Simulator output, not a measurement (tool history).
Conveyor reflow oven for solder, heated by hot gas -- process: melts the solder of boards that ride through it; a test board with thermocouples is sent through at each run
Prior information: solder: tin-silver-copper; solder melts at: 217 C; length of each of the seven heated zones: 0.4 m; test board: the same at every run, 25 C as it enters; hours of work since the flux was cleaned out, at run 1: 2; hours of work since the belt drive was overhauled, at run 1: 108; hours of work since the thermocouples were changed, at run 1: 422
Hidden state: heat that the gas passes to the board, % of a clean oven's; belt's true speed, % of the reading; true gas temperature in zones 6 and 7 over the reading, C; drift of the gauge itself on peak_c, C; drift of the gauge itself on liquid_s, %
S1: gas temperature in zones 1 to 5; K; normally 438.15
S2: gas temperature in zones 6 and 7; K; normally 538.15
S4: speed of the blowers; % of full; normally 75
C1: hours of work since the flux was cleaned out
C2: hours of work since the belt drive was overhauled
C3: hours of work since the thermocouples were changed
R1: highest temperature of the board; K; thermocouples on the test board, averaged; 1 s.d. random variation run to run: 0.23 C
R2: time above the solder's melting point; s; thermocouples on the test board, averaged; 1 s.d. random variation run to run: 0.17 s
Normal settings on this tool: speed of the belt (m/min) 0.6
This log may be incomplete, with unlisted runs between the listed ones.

Run 1, hour 0: usual settings; C1 2; C2 108; C3 422. Result: R1 524.55 K, R2 57.7 s.
Run 2, hour 17.3: usual settings but S4 84 % of full; C1 10; C2 115; C3 429. Result: R1 526.15 K, R2 58.9 s.
Run 3, hour 39.7: usual settings; C1 19; C2 125; C3 439. Result: R1 524.55 K, R2 57.3 s.
Run 4, hour 64.2: usual settings but speed of the belt (m/min) 0.613; C1 29; C2 135; C3 449. Result: R1 523.35 K, R2 55.2 s.
Run 5, hour 79.3: usual settings; C1 36; C2 141; C3 455. Result: R1 524.25 K, R2 56.9 s.
Run 6, hour 105.8: usual settings; C1 47; C2 152; C3 466. Result: R1 524.25 K, R2 57.2 s.
Run 7, hour 118.7: usual settings; C1 52; C2 158; C3 472. Result: R1 524.05 K, R2 57.2 s.
Run 8, hour 133.8: usual settings; C1 58; C2 164; C3 478. Result: R1 523.95 K, R2 57 s.
Run 9, hour 160.8: usual settings; C1 70; C2 175; C3 489. Result: R1 524.45 K, R2 57 s.
Run 10, hour 186.6: usual settings; C1 80; C2 186; C3 500. Result: R1 523.95 K, R2 56.6 s.
Run 11, hour 200.7: usual settings; C1 86; C2 192; C3 506. Result: R1 523.85 K, R2 56.7 s.
Run 12, hour 214.3: usual settings; C1 92; C2 198; C3 512. Result: R1 523.65 K, R2 56.5 s.
Run 13, hour 230: usual settings; C1 99; C2 204; C3 518. Result: R1 523.35 K, R2 56.2 s.
Run 14, hour 253.3: usual settings; C1 108; C2 214; C3 528. Result: R1 523.45 K, R2 56.7 s.
Run 15, hour 273.6: usual settings but speed of the belt (m/min) 0.541; C1 117; C2 222; C3 536. Result: R1 526.25 K, R2 65.8 s.
Run 16, hour 294.1: usual settings but speed of the belt (m/min) 0.541; C1 125; C2 231; C3 545. Result: R1 525.95 K, R2 65.7 s.
Run 17, hour 317.5: usual settings but S1 431.15 K, S2 549.15 K, speed of the belt (m/min) 0.691, S4 59 % of full; C1 135; C2 241; C3 555. Result: R1 522.45 K, R2 44.3 s.
Run 18, hour 340.8: usual settings but S1 437.15 K, S2 547.15 K, speed of the belt (m/min) 0.612, S4 83 % of full; C1 145; C2 251; C3 565. Result: R1 532.25 K, R2 60.6 s.
Run 19, hour 358.3: usual settings but S1 439.15 K, S2 527.15 K, speed of the belt (m/min) 0.545; C1 152; C2 258; C3 572. Result: R1 516.15 K, R2 56.8 s.
Run 20, hour 383.6: usual settings but S1 447.15 K, S2 542.15 K, speed of the belt (m/min) 0.587, S4 64 % of full; C1 163; C2 268; C3 582. Result: R1 526.25 K, R2 62.3 s.
Run 21, hour 397.4: usual settings but S1 450.15 K, S2 549.15 K, speed of the belt (m/min) 0.596, S4 76 % of full; C1 168; C2 274; C3 588. Result: R1 534.85 K, R2 68.5 s.
At hour 410: flux residue cleaned out of gas plates and filters.
Run 22, hour 419.8: usual settings but S1 445.15 K; C1 4; C2 281; C3 595. Result: R1 525.45 K, R2 60.6 s.
Run 23, hour 435.2: usual settings but S2 548.15 K, speed of the belt (m/min) 0.567, S4 79 % of full; C1 11; C2 288; C3 602. Result: R1 534.95 K, R2 68.5 s.
Run 24, hour 449: usual settings but S2 548.15 K, speed of the belt (m/min) 0.508, S4 52 % of full; C1 16; C2 294; C3 608. Result: R1 533.55 K, R2 74.7 s.
Run 25, hour 474.4: usual settings but S2 548.15 K, speed of the belt (m/min) 0.508, S4 52 % of full; C1 27; C2 304; C3 618. Result: R1 533.15 K, R2 74.9 s.
Run 26, hour 492.7: usual settings but S1 430.15 K, S2 535.15 K, speed of the belt (m/min) 0.508, S4 72 % of full; C1 34; C2 312; C3 626. Result: R1 523.65 K, R2 66.6 s.
Run 27, hour 517.4: usual settings but S1 430.15 K, S2 535.15 K, speed of the belt (m/min) 0.508, S4 72 % of full; C1 45; C2 322; C3 636. Result: R1 524.05 K, R2 66.5 s.
Run 28, hour 530.4: usual settings but S1 444.15 K, S2 532.15 K, speed of the belt (m/min) 0.525, S4 50 % of full; C1 50; C2 328; C3 642. Result: R1 518.45 K, R2 61.5 s.
Run 29, hour 542.7: usual settings but S1 433.15 K, S2 542.15 K, speed of the belt (m/min) 0.65, S4 65 % of full; C1 55; C2 333; C3 647. Result: R1 521.85 K, R2 48.2 s.
Run 30, hour 563.4: usual settings but S1 433.15 K, S2 542.15 K, speed of the belt (m/min) 0.65, S4 65 % of full; C1 64; C2 341; C3 655. Result: R1 521.35 K, R2 48.2 s.
Run 31, hour 583.9: usual settings but S1 433.15 K, S2 542.15 K, speed of the belt (m/min) 0.605, S4 67 % of full; C1 73; C2 350; C3 664. Result: R1 524.45 K, R2 54.9 s.
Run 32, hour 598: usual settings but S1 433.15 K, S2 542.15 K, speed of the belt (m/min) 0.516, S4 58 % of full; C1 78; C2 356; C3 670. Result: R1 527.35 K, R2 67.7 s.

Across each entry between runs, compare the hidden state at the last listed run before it with the hidden state at the first listed run after it:
Logged between run 21 and run 22: flux residue cleaned out of gas plates and filters (hour 410)
  heat that the gas passes to the board, % of a clean oven's: 93.2 -> 99.5; true gas temperature in zones 6 and 7 over the reading, C: -1.09 -> -1.11
  measured result minus the result with no hidden state, R1: -2.4 -> -1 K; R2: -1.3 -> -0.5 s

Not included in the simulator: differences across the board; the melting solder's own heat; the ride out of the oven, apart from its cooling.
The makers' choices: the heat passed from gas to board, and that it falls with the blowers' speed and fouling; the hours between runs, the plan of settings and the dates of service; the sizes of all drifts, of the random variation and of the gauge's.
